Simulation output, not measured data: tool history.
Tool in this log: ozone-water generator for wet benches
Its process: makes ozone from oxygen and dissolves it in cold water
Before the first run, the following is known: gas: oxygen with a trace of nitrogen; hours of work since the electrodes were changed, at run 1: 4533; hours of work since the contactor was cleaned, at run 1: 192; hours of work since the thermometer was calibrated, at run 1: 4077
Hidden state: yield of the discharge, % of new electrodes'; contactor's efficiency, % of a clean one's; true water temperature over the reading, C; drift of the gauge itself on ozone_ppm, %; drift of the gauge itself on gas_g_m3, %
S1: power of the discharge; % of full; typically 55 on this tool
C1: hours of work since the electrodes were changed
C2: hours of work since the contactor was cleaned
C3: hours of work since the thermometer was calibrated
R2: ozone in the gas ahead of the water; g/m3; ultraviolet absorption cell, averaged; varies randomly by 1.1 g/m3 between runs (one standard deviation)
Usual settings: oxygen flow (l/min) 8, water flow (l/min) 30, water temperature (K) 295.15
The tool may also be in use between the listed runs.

Run 1, hour 0: usual settings; C1 4533; C2 192; C3 4077. Result: dissolved ozone (ppm) 17.5, R2 162.1 g/m3.
Run 2, hour 78: usual settings; C1 4583; C2 243; C3 4128. Result: dissolved ozone (ppm) 17.5, R2 163.2 g/m3.
Run 3, hour 232.5: usual settings; C1 4683; C2 343; C3 4228. Result: dissolved ozone (ppm) 17.4, R2 162.5 g/m3.
Run 4, hour 329.2: usual settings; C1 4746; C2 405; C3 4290. Result: dissolved ozone (ppm) 17.5, R2 160.3 g/m3.
Run 5, hour 486.4: usual settings; C1 4847; C2 507; C3 4392. Result: dissolved ozone (ppm) 17.4, R2 161.7 g/m3.
Run 6, hour 643: usual settings; C1 4949; C2 608; C3 4493. Result: dissolved ozone (ppm) 17.2, R2 160.2 g/m3.
Run 7, hour 779.9: usual settings; C1 5037; C2 697; C3 4582. Result: dissolved ozone (ppm) 17, R2 160.6 g/m3.
At hour 796.2: contactor cleaned.
Run 8, hour 913.3: usual settings but S1 98 % of full; C1 5121; C2 76; C3 4665. Result: dissolved ozone (ppm) 22.9, R2 218.9 g/m3.
Run 9, hour 1060.6: usual settings but S1 98 % of full; C1 5216; C2 171; C3 4761. Result: dissolved ozone (ppm) 22.9, R2 215.4 g/m3.
At hour 1102.8: contactor cleaned, once more.
Run 10, hour 1169.5: usual settings but S1 87 % of full; C1 5284; C2 43; C3 4828. Result: dissolved ozone (ppm) 21.9, R2 202.2 g/m3.
Run 11, hour 1314.9: usual settings but S1 78 % of full, oxygen flow (l/min) 6.75; C1 5378; C2 137; C3 4922. Result: dissolved ozone (ppm) 19.6, R2 200.3 g/m3.
Run 12, hour 1393.1: usual settings but S1 78 % of full, oxygen flow (l/min) 6.75; C1 5429; C2 188; C3 4973. Result: dissolved ozone (ppm) 19.8, R2 201.5 g/m3.
At hour 1407.9: electrodes of the discharge changed.
Run 13, hour 1532.5: usual settings but water flow (l/min) 21, water temperature (K) 288.15; C1 81; C2 274; C3 5059. Result: dissolved ozone (ppm) 31.1, R2 195.5 g/m3.
Run 14, hour 1670.7: usual settings but water flow (l/min) 21, water temperature (K) 288.15; C1 170; C2 363; C3 5149. Result: dissolved ozone (ppm) 31.5, R2 199.2 g/m3.
Run 15, hour 1802.7: usual settings but water flow (l/min) 21, water temperature (K) 288.15; C1 255; C2 449; C3 5234. Result: dissolved ozone (ppm) 31.2, R2 199.1 g/m3.
Run 16, hour 1901.6: usual settings but water flow (l/min) 21, water temperature (K) 288.15; C1 319; C2 513; C3 5298. Result: dissolved ozone (ppm) 31.1, R2 198.7 g/m3.
Run 17, hour 1990.4: usual settings but water flow (l/min) 24; C1 377; C2 570; C3 5355. Result: dissolved ozone (ppm) 24.9, R2 198.5 g/m3.
Run 18, hour 2063.6: usual settings but water flow (l/min) 24; C1 424; C2 618; C3 5403. Result: dissolved ozone (ppm) 24.8, R2 196.3 g/m3.
Run 19, hour 2224.6: usual settings but S1 49 % of full, oxygen flow (l/min) 5.14, water flow (l/min) 47, water temperature (K) 288.15; C1 528; C2 722; C3 5507. Result: dissolved ozone (ppm) 11.6, R2 212 g/m3.

Predict each of these 5 candidate next runs independently; none follows another, all start after run 19:
Run A, hour 2378.2: usual settings but S1 72 % of full, water temperature (K) 302.15; C1 628; C2 821; C3 5606. Result: dissolved ozone (ppm) ?, R2 ?.
Run B, hour 2378.2: usual settings but water temperature (K) 296.15; C1 628; C2 821; C3 5606. Result: dissolved ozone (ppm) ?, R2 ?.
Run C, hour 2378.2: usual settings but S1 49 % of full, oxygen flow (l/min) 7.53, water flow (l/min) 39, water temperature (K) 297.15; C1 628; C2 821; C3 5606. Result: dissolved ozone (ppm) ?, R2 ?.
Run D, hour 2378.2: usual settings but S1 49 % of full, oxygen flow (l/min) 5.14, water flow (l/min) 26, water temperature (K) 299.15; C1 628; C2 821; C3 5606. Result: dissolved ozone (ppm) ?, R2 ?.
Run E, hour 2378.2: usual settings but S1 49 % of full, oxygen flow (l/min) 6.55, water flow (l/min) 22, water temperature (K) 288.15; C1 628; C2 821; C3 5606. Result: dissolved ozone (ppm) ?, R2 ?.

run  dissolved ozone (ppm)     R2
  A                   22.4  236.2
  B                   20.4  195.1
  C                   14.4  183.7
  D                   18.7  211.5
  E                   26.7  194.9
Without the tool's hidden state the same runs would have given:
run  dissolved ozone (ppm)     R2
  A                   23.6  241.3
  B                   21.4  198.5
  C                   15.1  186.6
  D                   19.5  214.8
  E                   27.7    198
